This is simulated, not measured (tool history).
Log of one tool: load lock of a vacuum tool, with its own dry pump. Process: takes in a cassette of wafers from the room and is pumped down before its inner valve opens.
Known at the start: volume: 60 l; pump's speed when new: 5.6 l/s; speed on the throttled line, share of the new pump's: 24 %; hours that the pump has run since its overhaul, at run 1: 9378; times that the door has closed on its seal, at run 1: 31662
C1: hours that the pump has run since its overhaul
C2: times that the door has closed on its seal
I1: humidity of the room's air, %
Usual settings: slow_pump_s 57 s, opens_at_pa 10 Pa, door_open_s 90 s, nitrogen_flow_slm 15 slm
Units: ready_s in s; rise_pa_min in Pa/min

run 1 day=0.000 | slow_pump_s=57 opens_at_pa=10 door_open_s=90 nitrogen_flow_slm=15 | C1=9378 C2=31662 | I1=44.9 | ready_s=157.3 rise_pa_min=0.325
run 2 day=15.217 | slow_pump_s=57 opens_at_pa=10 door_open_s=90 nitrogen_flow_slm=15 | C1=9744 C2=33260 | I1=44.8 | ready_s=156.6 rise_pa_min=0.347
run 3 day=33.892 | slow_pump_s=57 opens_at_pa=10 door_open_s=90 nitrogen_flow_slm=15 | C1=10192 C2=35221 | I1=46.0 | ready_s=158.5 rise_pa_min=0.377
run 4 day=59.788 | slow_pump_s=57 opens_at_pa=19 door_open_s=90 nitrogen_flow_slm=15 | C1=10813 C2=37940 | I1=44.3 | ready_s=151.2 rise_pa_min=0.422
run 5 day=78.900 | slow_pump_s=57 opens_at_pa=19 door_open_s=151 nitrogen_flow_slm=15 | C1=11272 C2=39947 | I1=43.5 | ready_s=152.3 rise_pa_min=0.466
run 6 day=92.588 | slow_pump_s=57 opens_at_pa=19 door_open_s=151 nitrogen_flow_slm=15 | C1=11600 C2=41384 | I1=45.1 | ready_s=153.7 rise_pa_min=0.479
-- day=117.188 door's seal changed, seat wiped
run 7 day=120.083 | slow_pump_s=57 opens_at_pa=9 door_open_s=90 nitrogen_flow_slm=15 | C1=12259 C2=304 | I1=42.3 | ready_s=164.5 rise_pa_min=0.027
run 8 day=137.708 | slow_pump_s=57 opens_at_pa=9 door_open_s=90 nitrogen_flow_slm=15 | C1=12682 C2=2155 | I1=45.7 | ready_s=165.7 rise_pa_min=0.031
run 9 day=162.667 | slow_pump_s=57 opens_at_pa=9 door_open_s=90 nitrogen_flow_slm=15 | C1=13281 C2=4776 | I1=46.0 | ready_s=167.5 rise_pa_min=0.045
run 10 day=179.650 | slow_pump_s=57 opens_at_pa=9 door_open_s=90 nitrogen_flow_slm=15 | C1=13688 C2=6559 | I1=42.5 | ready_s=168.7 rise_pa_min=0.052
run 11 day=202.379 | slow_pump_s=57 opens_at_pa=10 door_open_s=90 nitrogen_flow_slm=5 | C1=14234 C2=8946 | I1=47.3 | ready_s=168.7 rise_pa_min=0.089
run 12 day=230.508 | slow_pump_s=57 opens_at_pa=10 door_open_s=90 nitrogen_flow_slm=5 | C1=14909 C2=11899 | I1=44.9 | ready_s=169.9 rise_pa_min=0.109
run 13 day=255.296 | slow_pump_s=62 opens_at_pa=10 door_open_s=90 nitrogen_flow_slm=5 | C1=15504 C2=14502 | I1=45.7 | ready_s=175.0 rise_pa_min=0.132
run 14 day=274.450 | slow_pump_s=75 opens_at_pa=10 door_open_s=90 nitrogen_flow_slm=30 | C1=15964 C2=16513 | I1=43.1 | ready_s=184.7 rise_pa_min=0.114
-- day=277.321 dry pump taken out, an overhauled one fitted
run 15 day=296.588 | slow_pump_s=57 opens_at_pa=9 door_open_s=90 nitrogen_flow_slm=15 | C1=462 C2=18811 | I1=44.3 | ready_s=143.7 rise_pa_min=0.148
run 16 day=318.171 | slow_pump_s=57 opens_at_pa=18 door_open_s=90 nitrogen_flow_slm=5 | C1=980 C2=21078 | I1=46.9 | ready_s=137.6 rise_pa_min=0.193
run 17 day=330.608 | slow_pump_s=57 opens_at_pa=18 door_open_s=43 nitrogen_flow_slm=5 | C1=1279 C2=22383 | I1=44.5 | ready_s=136.3 rise_pa_min=0.190
run 18 day=351.562 | slow_pump_s=57 opens_at_pa=18 door_open_s=43 nitrogen_flow_slm=5 | C1=1782 C2=24583 | I1=46.6 | ready_s=139.7 rise_pa_min=0.228
run 19 day=379.079 | slow_pump_s=57 opens_at_pa=18 door_open_s=43 nitrogen_flow_slm=5 | C1=2442 C2=27473 | I1=43.0 | ready_s=139.6 rise_pa_min=0.258
run 20 day=397.454 | slow_pump_s=57 opens_at_pa=18 door_open_s=43 nitrogen_flow_slm=5 | C1=2883 C2=29402 | I1=43.9 | ready_s=140.2 rise_pa_min=0.285
run 21 day=418.538 | slow_pump_s=87 opens_at_pa=15 door_open_s=73 nitrogen_flow_slm=5 | C1=3389 C2=31616 | I1=42.4 | ready_s=164.2 rise_pa_min=0.317
run 22 day=430.421 | slow_pump_s=94 opens_at_pa=9 door_open_s=79 nitrogen_flow_slm=6 | C1=3674 C2=32863 | I1=47.2 | ready_s=176.5 rise_pa_min=0.346
run 23 day=455.808 | slow_pump_s=57 opens_at_pa=10 door_open_s=90 nitrogen_flow_slm=20 | C1=4284 C2=35529 | I1=47.2 | ready_s=149.5 rise_pa_min=0.358

Forecast run 24:
run 24 day=481.917 | slow_pump_s=34 opens_at_pa=18 door_open_s=90 nitrogen_flow_slm=40 | C1=4910 C2=38271 | I1=44.8 | ready_s=? rise_pa_min=?

ready_s: 126.3 s
rise_pa_min: 0.415 Pa/min
Without the tool's hidden state the same run would have given ready_s 119.6 s, rise_pa_min 0.010 Pa/min.

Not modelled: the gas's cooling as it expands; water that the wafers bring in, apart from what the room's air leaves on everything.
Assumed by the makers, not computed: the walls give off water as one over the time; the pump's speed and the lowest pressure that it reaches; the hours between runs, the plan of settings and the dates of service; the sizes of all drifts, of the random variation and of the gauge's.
